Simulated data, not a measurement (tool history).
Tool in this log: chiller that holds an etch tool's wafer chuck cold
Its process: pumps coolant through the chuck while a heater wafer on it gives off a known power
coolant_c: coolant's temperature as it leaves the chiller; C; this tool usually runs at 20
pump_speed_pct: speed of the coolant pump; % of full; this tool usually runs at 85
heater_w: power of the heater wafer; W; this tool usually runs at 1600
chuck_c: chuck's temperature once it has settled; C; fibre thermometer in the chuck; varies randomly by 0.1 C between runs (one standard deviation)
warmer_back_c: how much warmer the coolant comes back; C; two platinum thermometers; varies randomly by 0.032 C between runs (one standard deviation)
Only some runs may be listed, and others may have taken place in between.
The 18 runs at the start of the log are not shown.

| run | hour | coolant_c | pump_speed_pct | heater_w | chuck_c | warmer_back_c |
|---|---|---|---|---|---|---|
| 19 | 426.7 | 25 | 80 | 1772 | 40.2 | 4.40 |
| 20 | 442.4 | 25 | 71 | 1772 | 41.5 | 4.97 |
| 21 | 460.3 | 16 | 92 | 1600 | 27.8 | 3.54 |
| 22 | 476.1 | 16 | 92 | 1600 | 28.1 | 3.49 |
| 23 | 489.9 | 16 | 86 | 933 | 23.5 | 2.41 |
| 24 | 517.6 | 14 | 95 | 1268 | 23.0 | 2.80 |
| 25 | 530.0 | 14 | 95 | 1268 | 23.2 | 2.82 |
| 26 | 555.3 | 16 | 92 | 1271 | 25.5 | 2.96 |
| 27 | 575.7 | 30 | 73 | 1636 | 45.1 | 4.62 |
| 28 | 602.9 | 30 | 73 | 1636 | 45.0 | 4.61 |
| 29 | 619.8 | 10 | 75 | 1376 | 22.1 | 3.87 |
| 30 | 635.4 | 10 | 75 | 1376 | 22.3 | 3.84 |

Below are 3 alternative next runs, each starting from the tool's condition after run 30. Predict each:
| A | 649.3 | 21 | 66 | 1102 | ? | ? |
| B | 649.3 | 29 | 64 | 1376 | ? | ? |
| C | 649.3 | 12 | 95 | 1600 | ? | ? |

| run | chuck_c | warmer_back_c |
|---|---|---|
| A | 32.1 | 3.53 |
| B | 43.1 | 4.47 |
| C | 23.8 | 3.58 |
The same runs, with their run-to-run variation unchanged, on a tool lacking any hidden condition would have given:
| run | chuck_c | warmer_back_c |
|---|---|---|
| A | 32.1 | 3.04 |
| B | 43.1 | 3.99 |
| C | 23.8 | 3.09 |

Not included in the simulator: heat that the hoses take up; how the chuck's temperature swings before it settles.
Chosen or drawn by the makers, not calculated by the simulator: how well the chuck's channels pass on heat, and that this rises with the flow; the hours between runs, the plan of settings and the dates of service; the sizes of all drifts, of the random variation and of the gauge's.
